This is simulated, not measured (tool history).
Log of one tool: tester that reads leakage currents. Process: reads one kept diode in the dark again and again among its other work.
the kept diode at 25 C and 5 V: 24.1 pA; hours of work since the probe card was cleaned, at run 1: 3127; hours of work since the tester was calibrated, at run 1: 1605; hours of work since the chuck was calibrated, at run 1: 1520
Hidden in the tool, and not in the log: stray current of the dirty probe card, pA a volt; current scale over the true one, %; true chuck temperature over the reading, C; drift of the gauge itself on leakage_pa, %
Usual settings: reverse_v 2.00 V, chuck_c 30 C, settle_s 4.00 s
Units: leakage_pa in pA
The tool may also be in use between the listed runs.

| run | hour | reverse_v | chuck_c | settle_s | hours of work since the probe card was cleaned | hours of work since the tester was calibrated | hours of work since the chuck was calibrated | leakage_pa |
|---|---|---|---|---|---|---|---|---|
| 1 | 0.0 | 2.00 | 30 | 4.00 | 3127 | 1605 | 1520 | 30.27 |
| 2 | 76.1 | 2.00 | 30 | 3.58 | 3187 | 1665 | 1580 | 30.34 |
| 3 | 136.5 | 2.00 | 30 | 3.58 | 3235 | 1714 | 1629 | 30.52 |
|  | 153.5 | chuck's temperature calibrated |
| 4 | 200.8 | 2.00 | 53 | 4.00 | 3285 | 1763 | 38 | 166.98 |
| 5 | 273.8 | 2.00 | 53 | 4.00 | 3343 | 1821 | 96 | 168.51 |
| 6 | 309.2 | 2.00 | 53 | 4.00 | 3372 | 1850 | 124 | 169.46 |
| 7 | 346.5 | 2.00 | 53 | 4.89 | 3401 | 1879 | 154 | 170.21 |
| 8 | 380.1 | 2.00 | 53 | 4.89 | 3428 | 1906 | 181 | 170.44 |
| 9 | 428.5 | 2.00 | 53 | 4.89 | 3467 | 1945 | 219 | 170.48 |
|  | 500.4 | probe card cleaned and baked |
| 10 | 508.4 | 2.00 | 53 | 4.89 | 6 | 2006 | 280 | 172.21 |
| 11 | 576.3 | 2.00 | 30 | 4.00 | 60 | 2060 | 334 | 28.40 |
| 12 | 627.0 | 2.00 | 30 | 4.00 | 101 | 2100 | 375 | 28.52 |
| 13 | 669.0 | 2.00 | 30 | 4.00 | 134 | 2134 | 408 | 28.66 |
| 14 | 735.5 | 2.00 | 30 | 4.00 | 187 | 2187 | 461 | 28.75 |
| 15 | 770.1 | 2.00 | 30 | 4.00 | 215 | 2214 | 489 | 28.75 |
| 16 | 818.6 | 2.00 | 30 | 4.00 | 254 | 2253 | 528 | 29.26 |
| 17 | 886.4 | 2.00 | 30 | 4.00 | 308 | 2307 | 582 | 29.36 |
| 18 | 928.7 | 2.00 | 30 | 4.00 | 341 | 2341 | 615 | 29.26 |
|  | 972.8 | probe card cleaned and baked, once more |
| 19 | 982.0 | 2.00 | 30 | 4.00 | 7 | 2381 | 655 | 24.56 |
| 20 | 1044.2 | 2.00 | 30 | 4.00 | 57 | 2430 | 705 | 24.93 |
| 21 | 1115.7 | 14.58 | 35 | 0.32 | 114 | 2487 | 762 | 122.06 |
| 22 | 1153.1 | 14.58 | 35 | 0.32 | 144 | 2517 | 792 | 122.02 |
| 23 | 1217.2 | 14.58 | 35 | 0.32 | 195 | 2568 | 843 | 123.38 |
| 24 | 1261.3 | 14.58 | 35 | 0.32 | 230 | 2603 | 878 | 123.42 |
| 25 | 1310.5 | 14.58 | 35 | 0.32 | 269 | 2643 | 917 | 124.19 |
| 26 | 1365.5 | 14.58 | 35 | 0.32 | 313 | 2686 | 961 | 126.25 |
| 27 | 1444.9 | 6.93 | 60 | 5.97 | 376 | 2750 | 1024 | 612.98 |
| 28 | 1494.0 | 18.17 | 40 | 3.13 | 415 | 2789 | 1063 | 213.31 |
| 29 | 1574.4 | 6.33 | 20 | 4.83 | 479 | 2853 | 1127 | 20.51 |
| 30 | 1626.4 | 6.33 | 20 | 4.83 | 521 | 2894 | 1169 | 20.79 |
| 31 | 1679.9 | 6.05 | 58 | 4.00 | 563 | 2937 | 1211 | 497.60 |
| 32 | 1760.4 | 18.31 | 33 | 3.89 | 627 | 3001 | 1275 | 122.31 |
| 33 | 1828.6 | 18.31 | 33 | 3.89 | 682 | 3055 | 1330 | 123.57 |
| 34 | 1871.8 | 16.53 | 51 | 1.56 | 716 | 3090 | 1364 | 511.19 |
| 35 | 1922.8 | 3.73 | 21 | 5.84 | 757 | 3130 | 1405 | 17.53 |
| 36 | 1992.7 | 1.68 | 34 | 4.00 | 813 | 3186 | 1461 | 35.36 |
| 37 | 2046.9 | 2.00 | 30 | 3.14 | 856 | 3229 | 1504 | 27.66 |
| 38 | 2112.6 | 1.10 | 51 | 4.00 | 908 | 3282 | 1556 | 115.79 |
| 39 | 2172.2 | 2.00 | 35 | 0.79 | 956 | 3329 | 1604 | 43.58 |

Hidden state at the last listed run before each entry between runs and at the first one after, where it differs:
Between runs 3 and 4: chuck's temperature calibrated (hour 153.5)
  stray current of the dirty probe card, pA a volt: 1.637 -> 1.661; current scale over the true one, %: -0.67 -> -0.69; true chuck temperature over the reading, C: 1.83 -> -0.08
  measured less the result without the state, leakage_pa: +7.24 -> +1.02 pA
Between runs 9 and 10: probe card cleaned and baked (hour 500.4)
  stray current of the dirty probe card, pA a volt: 1.752 -> 2.334; current scale over the true one, %: -0.77 -> -0.8; true chuck temperature over the reading, C: 0.13 -> 0.2
  measured less the result without the state, leakage_pa: +3.90 -> +5.97 pA
Between runs 18 and 19: probe card cleaned and baked, once more (hour 972.8)
  stray current of the dirty probe card, pA a volt: 2.501 -> 0.025; current scale over the true one, %: -0.94 -> -0.96; true chuck temperature over the reading, C: 0.61 -> 0.65
  measured less the result without the state, leakage_pa: +6.00 -> +1.21 pA
